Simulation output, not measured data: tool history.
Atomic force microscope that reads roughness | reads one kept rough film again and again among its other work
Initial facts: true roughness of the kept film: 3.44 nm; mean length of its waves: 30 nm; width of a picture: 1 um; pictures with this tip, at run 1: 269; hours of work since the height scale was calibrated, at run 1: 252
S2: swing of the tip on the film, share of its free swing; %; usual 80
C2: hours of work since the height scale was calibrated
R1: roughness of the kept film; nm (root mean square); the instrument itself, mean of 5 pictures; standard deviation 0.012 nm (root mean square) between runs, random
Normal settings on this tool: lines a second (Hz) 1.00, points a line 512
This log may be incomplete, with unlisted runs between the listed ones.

Run 1, hour 0.0: usual settings; pictures with this tip 269; C2 252. Result: R1 2.429 nm (root mean square).
Run 2, hour 29.0: usual settings; pictures with this tip 301; C2 267. Result: R1 2.389 nm (root mean square).
Run 3, hour 49.0: usual settings but S2 71 %; pictures with this tip 323; C2 277. Result: R1 2.463 nm (root mean square).
Run 4, hour 67.2: usual settings but S2 71 %; pictures with this tip 343; C2 287. Result: R1 2.437 nm (root mean square).
At hour 83.6: new tip fitted.
Run 5, hour 99.2: usual settings; pictures with this tip 17; C2 303. Result: R1 2.725 nm (root mean square).
Run 6, hour 118.6: usual settings but lines a second (Hz) 0.54; pictures with this tip 38; C2 313. Result: R1 2.795 nm (root mean square).
Run 7, hour 141.4: usual settings but lines a second (Hz) 1.16; pictures with this tip 63; C2 325. Result: R1 2.600 nm (root mean square).
Run 8, hour 160.5: usual settings but lines a second (Hz) 1.16; pictures with this tip 84; C2 335. Result: R1 2.588 nm (root mean square).
Run 9, hour 176.6: usual settings but S2 57 %; pictures with this tip 102; C2 343. Result: R1 2.783 nm (root mean square).
Run 10, hour 202.8: usual settings but S2 57 %; pictures with this tip 131; C2 357. Result: R1 2.746 nm (root mean square).
Run 11, hour 219.5: usual settings but lines a second (Hz) 0.54; pictures with this tip 149; C2 365. Result: R1 2.654 nm (root mean square).
Run 12, hour 235.8: usual settings but lines a second (Hz) 0.54, S2 90 %; pictures with this tip 167; C2 374. Result: R1 2.556 nm (root mean square).
Run 13, hour 260.4: usual settings but lines a second (Hz) 0.54, S2 90 %; pictures with this tip 194; C2 386. Result: R1 2.549 nm (root mean square).
Run 14, hour 290.0: usual settings but lines a second (Hz) 0.54, S2 90 %; pictures with this tip 226; C2 402. Result: R1 2.480 nm (root mean square).
Run 15, hour 312.7: usual settings; pictures with this tip 251; C2 414. Result: R1 2.423 nm (root mean square).
Run 16, hour 342.8: usual settings; pictures with this tip 284; C2 429. Result: R1 2.425 nm (root mean square).
Run 17, hour 359.8: usual settings; pictures with this tip 302; C2 438. Result: R1 2.409 nm (root mean square).
Run 18, hour 381.0: usual settings but points a line 845; pictures with this tip 326; C2 449. Result: R1 2.365 nm (root mean square).
Run 19, hour 407.2: usual settings but points a line 845; pictures with this tip 354; C2 462. Result: R1 2.379 nm (root mean square).
At hour 412.1: new tip fitted.
Run 20, hour 425.6: usual settings but points a line 845; pictures with this tip 15; C2 472. Result: R1 2.718 nm (root mean square).
Run 21, hour 453.4: usual settings but S2 66 %, points a line 845; pictures with this tip 45; C2 486. Result: R1 2.833 nm (root mean square).
Run 22, hour 471.1: usual settings but S2 60 %, points a line 845; pictures with this tip 65; C2 495. Result: R1 2.810 nm (root mean square).
Run 23, hour 493.9: usual settings; pictures with this tip 89; C2 507. Result: R1 2.616 nm (root mean square).
Run 24, hour 519.9: usual settings; pictures with this tip 118; C2 520. Result: R1 2.593 nm (root mean square).
Run 25, hour 545.5: usual settings but S2 63 %; pictures with this tip 146; C2 534. Result: R1 2.713 nm (root mean square).
Run 26, hour 560.3: usual settings but S2 63 %; pictures with this tip 162; C2 541. Result: R1 2.685 nm (root mean square).
Run 27, hour 586.0: usual settings but S2 63 %; pictures with this tip 190; C2 555. Result: R1 2.639 nm (root mean square).
Run 28, hour 609.2: usual settings but S2 63 %; pictures with this tip 216; C2 567. Result: R1 2.645 nm (root mean square).
Run 29, hour 631.0: usual settings but S2 82 %, points a line 332; pictures with this tip 240; C2 578. Result: R1 2.431 nm (root mean square).
Run 30, hour 646.2: usual settings but lines a second (Hz) 0.51, S2 72 %, points a line 788; pictures with this tip 256; C2 586. Result: R1 2.611 nm (root mean square).
Run 31, hour 660.4: usual settings but lines a second (Hz) 0.51, S2 60 %, points a line 478; pictures with this tip 272; C2 593. Result: R1 2.621 nm (root mean square).
Run 32, hour 673.8: usual settings but lines a second (Hz) 0.61, S2 65 %; pictures with this tip 286; C2 600. Result: R1 2.592 nm (root mean square).
Run 33, hour 687.5: usual settings but lines a second (Hz) 1.98, S2 65 %, points a line 872; pictures with this tip 301; C2 607. Result: R1 2.449 nm (root mean square).
Run 34, hour 702.5: usual settings but S2 73 %; pictures with this tip 318; C2 615. Result: R1 2.450 nm (root mean square).
Run 35, hour 732.4: usual settings but lines a second (Hz) 0.67, S2 65 %, points a line 382; pictures with this tip 351; C2 630. Result: R1 2.498 nm (root mean square).
At hour 740.4: new tip fitted.
Run 36, hour 759.0: usual settings but lines a second (Hz) 0.67, S2 65 %, points a line 382; pictures with this tip 20; C2 644. Result: R1 2.865 nm (root mean square).
Run 37, hour 780.7: usual settings but lines a second (Hz) 0.67, S2 65 %, points a line 382; pictures with this tip 44; C2 655. Result: R1 2.846 nm (root mean square).
Run 38, hour 805.0: usual settings but S2 84 %, points a line 397; pictures with this tip 70; C2 668. Result: R1 2.596 nm (root mean square).
Run 39, hour 835.5: usual settings but lines a second (Hz) 2.18, S2 77 %; pictures with this tip 104; C2 683. Result: R1 2.428 nm (root mean square).
Run 40, hour 852.8: usual settings but S2 65 %, points a line 788; pictures with this tip 123; C2 692. Result: R1 2.716 nm (root mean square).
Run 41, hour 885.5: usual settings but S2 65 %, points a line 488; pictures with this tip 158; C2 709. Result: R1 2.681 nm (root mean square).
Run 42, hour 915.4: usual settings but lines a second (Hz) 0.65, S2 76 %, points a line 460; pictures with this tip 191; C2 725. Result: R1 2.590 nm (root mean square).
Run 43, hour 934.5: usual settings but lines a second (Hz) 1.08, S2 79 %, points a line 873; pictures with this tip 212; C2 734. Result: R1 2.456 nm (root mean square).
Run 44, hour 966.1: usual settings but points a line 314; pictures with this tip 247; C2 751. Result: R1 2.410 nm (root mean square).
Run 45, hour 980.7: usual settings but lines a second (Hz) 2.87, S2 62 %, points a line 643; pictures with this tip 263; C2 758. Result: R1 2.428 nm (root mean square).
Run 46, hour 997.6: usual settings but lines a second (Hz) 2.87, S2 62 %, points a line 643; pictures with this tip 281; C2 767. Result: R1 2.426 nm (root mean square).
Run 47, hour 1026.6: usual settings but lines a second (Hz) 3.53, S2 62 %, points a line 831; pictures with this tip 313; C2 782. Result: R1 2.342 nm (root mean square).
Run 48, hour 1057.3: usual settings but lines a second (Hz) 3.53, S2 60 %, points a line 831; pictures with this tip 346; C2 798. Result: R1 2.328 nm (root mean square).
At hour 1069.9: new tip fitted.
Run 49, hour 1088.1: usual settings but lines a second (Hz) 2.46, S2 77 %, points a line 374; pictures with this tip 20; C2 814. Result: R1 2.459 nm (root mean square).
Run 50, hour 1106.6: usual settings but lines a second (Hz) 2.83, points a line 478; pictures with this tip 40; C2 823. Result: R1 2.308 nm (root mean square).
Run 51, hour 1130.2: usual settings but lines a second (Hz) 2.83, S2 84 %, points a line 478; pictures with this tip 66; C2 835. Result: R1 2.190 nm (root mean square).
Run 52, hour 1157.9: usual settings but lines a second (Hz) 1.76, S2 66 %, points a line 391; pictures with this tip 96; C2 850. Result: R1 2.660 nm (root mean square).

3 ways to go on from here, each from the tool as it stands after run 52. What would each give?
Run A, hour 1175.2: usual settings but S2 88 %, points a line 402; pictures with this tip 115; C2 859. Result: R1 ?.
Run B, hour 1175.2: usual settings but lines a second (Hz) 1.44, S2 72 %; pictures with this tip 115; C2 859. Result: R1 ?.
Run C, hour 1175.2: usual settings but lines a second (Hz) 2.68, S2 61 %, points a line 936; pictures with this tip 115; C2 859. Result: R1 ?.

run     R1
  A  2.499
  B  2.622
  C  2.629
What these runs would have given with no unlogged condition in the tool:
run     R1
  A  2.595
  B  2.723
  C  2.731

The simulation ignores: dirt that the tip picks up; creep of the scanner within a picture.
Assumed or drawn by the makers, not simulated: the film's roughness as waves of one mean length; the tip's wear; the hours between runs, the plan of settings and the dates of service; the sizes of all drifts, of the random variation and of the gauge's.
